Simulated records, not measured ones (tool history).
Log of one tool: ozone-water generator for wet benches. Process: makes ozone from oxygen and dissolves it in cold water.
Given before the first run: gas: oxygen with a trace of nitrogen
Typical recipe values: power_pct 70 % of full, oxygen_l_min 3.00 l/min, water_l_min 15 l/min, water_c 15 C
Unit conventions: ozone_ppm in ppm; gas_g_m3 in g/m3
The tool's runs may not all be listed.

| run | hour | power_pct | oxygen_l_min | water_l_min | water_c | ozone_ppm | gas_g_m3 |
|---|---|---|---|---|---|---|---|
| 1 | 0.0 | 70 | 3.00 | 15 | 15 | 21.1 | 196.8 |
| 2 | 57.6 | 70 | 3.00 | 15 | 15 | 21.0 | 194.2 |
| 3 | 123.2 | 70 | 3.00 | 15 | 15 | 21.2 | 197.2 |
| 4 | 217.5 | 41 | 3.00 | 15 | 15 | 15.0 | 140.3 |
| 5 | 259.2 | 41 | 3.00 | 15 | 15 | 15.2 | 140.4 |
| 6 | 308.9 | 41 | 3.00 | 15 | 15 | 15.3 | 138.8 |
| 7 | 390.4 | 70 | 5.27 | 15 | 15 | 20.4 | 136.3 |
| 8 | 442.5 | 70 | 5.27 | 15 | 15 | 20.3 | 136.5 |
| 9 | 502.6 | 83 | 3.00 | 15 | 15 | 23.5 | 215.7 |
| 10 | 581.3 | 43 | 2.68 | 13 | 9 | 18.8 | 156.3 |
| 11 | 672.2 | 43 | 2.68 | 13 | 9 | 18.6 | 154.1 |
| 12 | 756.1 | 70 | 3.00 | 16 | 10 | 21.5 | 194.7 |
| 13 | 834.6 | 72 | 1.81 | 14 | 16 | 22.3 | 273.2 |
| 14 | 889.3 | 70 | 3.00 | 11 | 15 | 26.7 | 195.8 |
| 15 | 942.8 | 70 | 3.00 | 11 | 15 | 27.2 | 194.9 |
| 16 | 996.6 | 70 | 4.30 | 15 | 15 | 20.9 | 154.8 |

Below are 3 alternative next runs, each starting from the tool's condition after run 16. Predict each:
| A | 1077.0 | 70 | 3.00 | 15 | 12 | ? | ? |
| B | 1077.0 | 70 | 4.30 | 10 | 15 | ? | ? |
| C | 1077.0 | 70 | 4.30 | 14 | 15 | ? | ? |

| run | ozone_ppm | gas_g_m3 |
|---|---|---|
| A | 22.2 | 195.5 |
| B | 27.4 | 152.7 |
| C | 22.0 | 153.9 |
With the hidden condition removed and each run's random variation left untouched, the same runs would have given:
| run | ozone_ppm | gas_g_m3 |
|---|---|---|
| A | 22.2 | 197.8 |
| B | 27.5 | 154.5 |
| C | 22.1 | 155.7 |
